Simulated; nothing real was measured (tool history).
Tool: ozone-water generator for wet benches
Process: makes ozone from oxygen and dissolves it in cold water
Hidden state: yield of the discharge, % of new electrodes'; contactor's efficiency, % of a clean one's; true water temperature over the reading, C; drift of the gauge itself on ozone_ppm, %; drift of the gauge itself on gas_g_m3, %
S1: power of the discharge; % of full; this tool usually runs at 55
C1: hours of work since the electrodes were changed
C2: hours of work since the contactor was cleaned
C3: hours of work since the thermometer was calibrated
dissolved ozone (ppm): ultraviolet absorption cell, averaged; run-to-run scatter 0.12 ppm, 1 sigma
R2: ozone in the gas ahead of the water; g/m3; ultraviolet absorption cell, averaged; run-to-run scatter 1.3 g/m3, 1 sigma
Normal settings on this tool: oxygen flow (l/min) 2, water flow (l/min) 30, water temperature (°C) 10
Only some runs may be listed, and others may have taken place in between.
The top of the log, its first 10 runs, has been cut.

{"run": 11, "hour": 1171.4, "S1": 55, "oxygen flow (l/min)": 2, "water flow (l/min)": 35, "water temperature (°C)": 10, "C1": 1878, "C2": 1103, "C3": 1245, "dissolved ozone (ppm)": 7.6, "R2": 219.1}
{"run": 12, "hour": 1255.3, "S1": 55, "oxygen flow (l/min)": 2, "water flow (l/min)": 44, "water temperature (°C)": 10, "C1": 1937, "C2": 1162, "C3": 1304, "dissolved ozone (ppm)": 5.7, "R2": 220.5}
{"run": 13, "hour": 1356.6, "S1": 55, "oxygen flow (l/min)": 2, "water flow (l/min)": 30, "water temperature (°C)": 15, "C1": 2008, "C2": 1233, "C3": 1375, "dissolved ozone (ppm)": 9.2, "R2": 219.9}
{"run": 14, "hour": 1511.4, "S1": 55, "oxygen flow (l/min)": 2, "water flow (l/min)": 30, "water temperature (°C)": 15, "C1": 2117, "C2": 1342, "C3": 1484, "dissolved ozone (ppm)": 9.3, "R2": 217.3}
{"run": 15, "hour": 1627.0, "S1": 55, "oxygen flow (l/min)": 2, "water flow (l/min)": 30, "water temperature (°C)": 15, "C1": 2198, "C2": 1423, "C3": 1565, "dissolved ozone (ppm)": 9.2, "R2": 217.2}
{"run": 16, "hour": 1783.8, "S1": 55, "oxygen flow (l/min)": 2, "water flow (l/min)": 30, "water temperature (°C)": 15, "C1": 2308, "C2": 1533, "C3": 1675, "dissolved ozone (ppm)": 9, "R2": 216.2}
{"run": 17, "hour": 1941.9, "S1": 54, "oxygen flow (l/min)": 2, "water flow (l/min)": 34, "water temperature (°C)": 15, "C1": 2419, "C2": 1644, "C3": 1786, "dissolved ozone (ppm)": 7.6, "R2": 215.1}
{"run": 18, "hour": 2039.8, "S1": 61, "oxygen flow (l/min)": 2, "water flow (l/min)": 34, "water temperature (°C)": 15, "C1": 2488, "C2": 1713, "C3": 1855, "dissolved ozone (ppm)": 8.2, "R2": 226.7}
{"run": 19, "hour": 2173.8, "S1": 48, "oxygen flow (l/min)": 1.07, "water flow (l/min)": 30, "water temperature (°C)": 5, "C1": 2582, "C2": 1807, "C3": 1949, "dissolved ozone (ppm)": 5.9, "R2": 241.6}
{"hour": 2181.0, "done": "water thermometer calibrated"}
{"run": 20, "hour": 2243.0, "S1": 55, "oxygen flow (l/min)": 1.7, "water flow (l/min)": 30, "water temperature (°C)": 16, "C1": 2630, "C2": 1855, "C3": 43, "dissolved ozone (ppm)": 8.2, "R2": 226.3}
{"run": 21, "hour": 2345.3, "S1": 55, "oxygen flow (l/min)": 1.7, "water flow (l/min)": 30, "water temperature (°C)": 16, "C1": 2702, "C2": 1927, "C3": 115, "dissolved ozone (ppm)": 8, "R2": 225.2}
{"run": 22, "hour": 2488.7, "S1": 55, "oxygen flow (l/min)": 3.39, "water flow (l/min)": 32, "water temperature (°C)": 7, "C1": 2802, "C2": 2027, "C3": 216, "dissolved ozone (ppm)": 11.1, "R2": 178}
{"run": 23, "hour": 2561.7, "S1": 65, "oxygen flow (l/min)": 1.05, "water flow (l/min)": 40, "water temperature (°C)": 12, "C1": 2854, "C2": 2079, "C3": 267, "dissolved ozone (ppm)": 4.7, "R2": 282.9}
{"run": 24, "hour": 2627.7, "S1": 49, "oxygen flow (l/min)": 1.05, "water flow (l/min)": 24, "water temperature (°C)": 8, "C1": 2900, "C2": 2125, "C3": 314, "dissolved ozone (ppm)": 7.8, "R2": 246.8}
{"hour": 2741.1, "done": "water thermometer calibrated, once more"}
{"run": 25, "hour": 2741.1, "S1": 49, "oxygen flow (l/min)": 1.05, "water flow (l/min)": 24, "water temperature (°C)": 8, "C1": 2979, "C2": 2204, "C3": 0, "dissolved ozone (ppm)": 7.9, "R2": 247.7}
{"run": 26, "hour": 2874.1, "S1": 49, "oxygen flow (l/min)": 1.05, "water flow (l/min)": 24, "water temperature (°C)": 8, "C1": 3073, "C2": 2298, "C3": 93, "dissolved ozone (ppm)": 7.9, "R2": 245.2}
{"run": 27, "hour": 3029.9, "S1": 55, "oxygen flow (l/min)": 2, "water flow (l/min)": 22, "water temperature (°C)": 10, "C1": 3182, "C2": 2407, "C3": 203, "dissolved ozone (ppm)": 13, "R2": 209.5}
{"run": 28, "hour": 3158.8, "S1": 55, "oxygen flow (l/min)": 2.14, "water flow (l/min)": 41, "water temperature (°C)": 10, "C1": 3273, "C2": 2498, "C3": 293, "dissolved ozone (ppm)": 6.2, "R2": 203.6}
{"run": 29, "hour": 3237.7, "S1": 55, "oxygen flow (l/min)": 2.14, "water flow (l/min)": 41, "water temperature (°C)": 10, "C1": 3328, "C2": 2553, "C3": 349, "dissolved ozone (ppm)": 6.2, "R2": 204.7}
{"run": 30, "hour": 3381.7, "S1": 55, "oxygen flow (l/min)": 2.14, "water flow (l/min)": 41, "water temperature (°C)": 10, "C1": 3429, "C2": 2654, "C3": 450, "dissolved ozone (ppm)": 6.1, "R2": 204.1}
{"run": 31, "hour": 3449.8, "S1": 74, "oxygen flow (l/min)": 1.19, "water flow (l/min)": 41, "water temperature (°C)": 10, "C1": 3477, "C2": 2702, "C3": 498, "dissolved ozone (ppm)": 5, "R2": 286.3}
{"run": 32, "hour": 3577.1, "S1": 74, "oxygen flow (l/min)": 1.19, "water flow (l/min)": 41, "water temperature (°C)": 10, "C1": 3566, "C2": 2791, "C3": 587, "dissolved ozone (ppm)": 4.8, "R2": 281.5}

Forecast each of these 4 alternatives for the next run:
{"run": "A", "hour": 3673.7, "S1": 63, "oxygen flow (l/min)": 2, "water flow (l/min)": 30, "water temperature (°C)": 10, "C1": 3634, "C2": 2859, "C3": 655, "dissolved ozone (ppm)": "?", "R2": "?"}
{"run": "B", "hour": 3673.7, "S1": 74, "oxygen flow (l/min)": 1.85, "water flow (l/min)": 41, "water temperature (°C)": 10, "C1": 3634, "C2": 2859, "C3": 655, "dissolved ozone (ppm)": "?", "R2": "?"}
{"run": "C", "hour": 3673.7, "S1": 55, "oxygen flow (l/min)": 2.89, "water flow (l/min)": 20, "water temperature (°C)": 15, "C1": 3634, "C2": 2859, "C3": 655, "dissolved ozone (ppm)": "?", "R2": "?"}
{"run": "D", "hour": 3673.7, "S1": 74, "oxygen flow (l/min)": 1.02, "water flow (l/min)": 34, "water temperature (°C)": 10, "C1": 3634, "C2": 2859, "C3": 655, "dissolved ozone (ppm)": "?", "R2": "?"}

run=A dissolved_ozone_(ppm)=9.3 R2=221.3
run=B dissolved_ozone_(ppm)=6.5 R2=246.7
run=C dissolved_ozone_(ppm)=15.6 R2=182
run=D dissolved_ozone_(ppm)=5.8 R2=299.6
What these runs would have given with no unlogged condition in the tool:
run=A dissolved_ozone_(ppm)=10.9 R2=250.3
run=B dissolved_ozone_(ppm)=7.7 R2=282.1
run=C dissolved_ozone_(ppm)=17.9 R2=203.9
run=D dissolved_ozone_(ppm)=6.9 R2=342.7
